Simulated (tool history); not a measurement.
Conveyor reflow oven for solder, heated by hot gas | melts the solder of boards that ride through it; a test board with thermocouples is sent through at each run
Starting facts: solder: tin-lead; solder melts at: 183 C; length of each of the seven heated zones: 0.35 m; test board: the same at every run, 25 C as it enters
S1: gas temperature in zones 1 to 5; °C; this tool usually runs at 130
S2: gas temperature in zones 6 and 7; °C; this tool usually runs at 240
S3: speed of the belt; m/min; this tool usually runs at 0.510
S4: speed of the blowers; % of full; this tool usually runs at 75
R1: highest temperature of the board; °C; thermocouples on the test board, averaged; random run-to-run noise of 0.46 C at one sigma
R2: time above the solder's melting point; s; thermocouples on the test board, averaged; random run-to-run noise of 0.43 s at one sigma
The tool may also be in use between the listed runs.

run     day   S1   S2     S3  S4     R1    R2
  1   0.000  130  240  0.510  75  223.0  63.8
  2   0.358  130  240  0.510  75  222.4  62.0
  3   1.004  130  240  0.510  75  221.7  63.1
  4   1.517  130  240  0.510  72  220.5  62.3
  5   1.950  130  240  0.510  72  221.5  62.4
  6   2.671  130  240  0.510  75  222.0  62.8
  7   3.404  130  240  0.510  54  215.6  58.2
  8   4.038  130  240  0.510  54  216.5  57.2
  9   4.421  130  240  0.510  54  215.4  58.0
 10   4.750  130  240  0.510  54  216.3  58.5
 11   5.521  130  240  0.510  54  216.6  57.1
 12   6.158  130  240  0.510  54  217.4  57.5
 13   6.904  130  248  0.510  54  223.5  63.2
 14   7.479  130  240  0.510  75  221.9  62.8
 15   7.954  130  240  0.510  75  221.1  62.1
 16   8.371  131  240  0.460  75  224.1  73.0
 17   8.938  131  240  0.460  57  220.8  69.6
 18   9.438  139  249  0.472  52  227.8  75.3
      9.717  -- flux residue cleaned out of gas plates and filters
 19  10.100  139  249  0.472  52  227.2  75.4
 20  10.575  130  239  0.548  75  217.0  54.5
 21  10.967  130  239  0.548  75  216.9  54.9

The next listed run, before its measurement:
 22  11.325  133  247  0.583  75   ?   ?

Run 22 produced R1 222.0 °C, R2 55.1 s.
Had the tool carried no hidden state, the very same run would have given R1 226.0 °C, R2 57.4 s.

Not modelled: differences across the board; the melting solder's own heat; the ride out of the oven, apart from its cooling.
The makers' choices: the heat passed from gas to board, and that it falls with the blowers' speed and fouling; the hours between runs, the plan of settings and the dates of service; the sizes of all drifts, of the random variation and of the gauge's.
